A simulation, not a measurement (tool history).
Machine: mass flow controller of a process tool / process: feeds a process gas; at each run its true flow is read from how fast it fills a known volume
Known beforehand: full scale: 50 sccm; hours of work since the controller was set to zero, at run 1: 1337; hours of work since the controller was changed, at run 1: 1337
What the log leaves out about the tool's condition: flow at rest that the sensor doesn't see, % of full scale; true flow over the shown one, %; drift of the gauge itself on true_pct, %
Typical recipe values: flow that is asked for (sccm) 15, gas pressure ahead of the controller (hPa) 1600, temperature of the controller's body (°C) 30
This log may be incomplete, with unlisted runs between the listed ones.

run,hour,flow that is asked for (sccm),gas pressure ahead of the controller (hPa),temperature of the controller's body (°C),hours of work since the controller was set to zero,hours of work since the controller was changed,true flow (%)
1,0.0,15,1600,30,1337,1337,98.43
2,212.8,15,1600,30,1444,1444,98.43
3,406.9,15,1600,21,1541,1541,97.49
4,535.9,15,1600,21,1606,1606,97.41
5,753.0,15,1600,30,1715,1715,98.55
6,891.9,9,1600,30,1785,1785,98.15
7,1043.7,15,1600,30,1861,1861,98.68
8,1208.4,15,1600,30,1944,1944,98.79
9,1347.4,15,1600,30,2014,2014,98.74
10,1475.1,15,1600,30,2078,2078,98.75
11,1640.2,40,1600,30,2161,2161,100.50
12,1743.7,40,1600,30,2213,2213,100.50
13,1849.3,39,1600,30,2266,2266,100.46
14,2044.7,15,1600,30,2364,2364,98.88
15,2266.6,15,1600,30,2475,2475,99.00
16,2389.7,15,1600,30,2537,2537,99.05
17,2570.5,15,1600,30,2628,2628,99.01
18,2704.0,15,1600,30,2695,2695,99.12
19,2806.9,15,1600,30,2747,2747,99.22
20,3033.7,15,1600,30,2861,2861,99.26
21,3193.9,15,1600,30,2941,2941,99.19
22,3389.5,15,1600,20,3040,3040,98.21
23,3575.9,15,1600,20,3133,3133,98.17
24,3783.4,39,1600,30,3237,3237,100.97
25,3937.2,39,1600,30,3315,3315,101.19
26,4095.5,39,2540,39,3394,3394,101.65
27,4249.4,22,1950,30,3472,3472,99.82
28,4436.2,37,1600,39,3565,3565,102.17
29,4539.6,28,2060,22,3617,3617,99.33
30,4763.7,15,1580,27,3730,3730,99.32
31,4917.3,8,2290,33,3807,3807,99.14
32,5124.3,6,2200,23,3911,3911,97.91
33,5263.2,49,2480,25,3981,3981,101.13
34,5480.0,49,2480,25,4090,4090,101.21
35,5660.3,31,2470,25,4180,4180,99.92
36,5782.7,15,2080,29,4242,4242,99.56
37,6006.1,10,1410,30,4354,4354,99.80
38,6194.7,48,1410,37,4449,4449,103.34
39,6302.1,48,2400,20,4503,4503,100.74
40,6418.4,37,1590,26,4561,4561,101.21
41,6582.1,16,1590,31,4644,4644,100.41
# hour 6778.2: gauge calibrated
42,6802.7,15,2700,21,4754,4754,96.76
43,7001.4,41,2790,39,4854,4854,100.53
44,7109.6,33,2370,23,4909,4909,98.52
45,7211.7,10,2370,23,4960,4960,96.95
46,7358.5,10,2370,23,5034,5034,96.94
47,7574.3,33,2110,23,5142,5142,98.91
48,7702.9,9,1570,28,5207,5207,98.05

Describe how what the log doesn't record of the tool's condition differs between the last listed run preceding each entry between runs and the first listed run following it.
After run 41, before run 42: gauge calibrated (hour 6778.2)
  drift of the gauge itself on true_pct, %: 1.83 -> 0.01
  measured minus no-state result, true flow (%): +1.82 -> +0.01
